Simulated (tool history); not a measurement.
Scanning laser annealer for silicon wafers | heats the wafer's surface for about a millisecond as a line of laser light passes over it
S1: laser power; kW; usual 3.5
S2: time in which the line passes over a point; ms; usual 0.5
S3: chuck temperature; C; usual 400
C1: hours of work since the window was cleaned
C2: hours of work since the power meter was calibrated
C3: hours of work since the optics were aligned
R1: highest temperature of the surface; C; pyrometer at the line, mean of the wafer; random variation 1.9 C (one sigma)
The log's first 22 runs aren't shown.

{"hour": 1393.7, "done": "laser's power meter calibrated, once more"}
{"run": 23, "hour": 1425.2, "S1": 3.358, "S2": 0.5, "S3": 401, "C1": 299, "C2": 16, "C3": 588, "R1": 1187}
{"run": 24, "hour": 1497.5, "S1": 3.633, "S2": 0.399, "S3": 400, "C1": 337, "C2": 54, "C3": 625, "R1": 1151}
{"run": 25, "hour": 1551.9, "S1": 3.633, "S2": 0.399, "S3": 400, "C1": 365, "C2": 82, "C3": 653, "R1": 1150}
{"run": 26, "hour": 1634.4, "S1": 3.023, "S2": 0.4, "S3": 394, "C1": 408, "C2": 125, "C3": 696, "R1": 1022}
{"run": 27, "hour": 1712.4, "S1": 3.786, "S2": 0.475, "S3": 374, "C1": 448, "C2": 165, "C3": 737, "R1": 1222}
{"hour": 1746.4, "done": "window over the wafer cleaned"}
{"run": 28, "hour": 1794.3, "S1": 3.5, "S2": 0.5, "S3": 405, "C1": 25, "C2": 207, "C3": 778, "R1": 1235}
{"run": 29, "hour": 1838.2, "S1": 3.5, "S2": 0.5, "S3": 405, "C1": 48, "C2": 230, "C3": 801, "R1": 1231}
{"run": 30, "hour": 1879.3, "S1": 3.5, "S2": 0.5, "S3": 405, "C1": 69, "C2": 251, "C3": 822, "R1": 1232}
{"run": 31, "hour": 1955.0, "S1": 3.324, "S2": 0.566, "S3": 380, "C1": 108, "C2": 290, "C3": 861, "R1": 1217}
{"run": 32, "hour": 2007.7, "S1": 3.843, "S2": 0.543, "S3": 401, "C1": 136, "C2": 317, "C3": 889, "R1": 1343}
{"run": 33, "hour": 2061.5, "S1": 3.167, "S2": 0.5, "S3": 400, "C1": 163, "C2": 345, "C3": 917, "R1": 1145}
{"run": 34, "hour": 2137.5, "S1": 3.167, "S2": 0.355, "S3": 400, "C1": 203, "C2": 385, "C3": 956, "R1": 1024}
{"run": 35, "hour": 2218.4, "S1": 3.5, "S2": 0.454, "S3": 401, "C1": 245, "C2": 427, "C3": 998, "R1": 1177}
{"run": 36, "hour": 2254.2, "S1": 3.5, "S2": 0.454, "S3": 401, "C1": 263, "C2": 445, "C3": 1017, "R1": 1179}
{"run": 37, "hour": 2319.3, "S1": 3.83, "S2": 0.497, "S3": 418, "C1": 297, "C2": 479, "C3": 1050, "R1": 1301}
{"run": 38, "hour": 2379.4, "S1": 3.004, "S2": 0.5, "S3": 400, "C1": 328, "C2": 510, "C3": 1082, "R1": 1099}
{"run": 39, "hour": 2458.6, "S1": 3.004, "S2": 0.5, "S3": 400, "C1": 369, "C2": 551, "C3": 1123, "R1": 1095}
{"run": 40, "hour": 2506.2, "S1": 3.004, "S2": 0.5, "S3": 400, "C1": 394, "C2": 576, "C3": 1147, "R1": 1097}
{"run": 41, "hour": 2558.6, "S1": 3.068, "S2": 0.379, "S3": 375, "C1": 421, "C2": 603, "C3": 1174, "R1": 985}

Forecast each of these 4 alternatives for the next run:
{"run": "A", "hour": 2636.4, "S1": 3.204, "S2": 0.5, "S3": 395, "C1": 462, "C2": 644, "C3": 1215, "R1": "?"}
{"run": "B", "hour": 2636.4, "S1": 3.374, "S2": 0.5, "S3": 400, "C1": 462, "C2": 644, "C3": 1215, "R1": "?"}
{"run": "C", "hour": 2636.4, "S1": 3.5, "S2": 0.463, "S3": 425, "C1": 462, "C2": 644, "C3": 1215, "R1": "?"}
{"run": "D", "hour": 2636.4, "S1": 3.5, "S2": 0.38, "S3": 415, "C1": 462, "C2": 644, "C3": 1215, "R1": "?"}

run=A R1=1132
run=B R1=1177
run=C R1=1194
run=D R1=1113
Without the tool's hidden state the same runs would have given:
run=A R1=1169
run=B R1=1215
run=C R1=1232
run=D R1=1148

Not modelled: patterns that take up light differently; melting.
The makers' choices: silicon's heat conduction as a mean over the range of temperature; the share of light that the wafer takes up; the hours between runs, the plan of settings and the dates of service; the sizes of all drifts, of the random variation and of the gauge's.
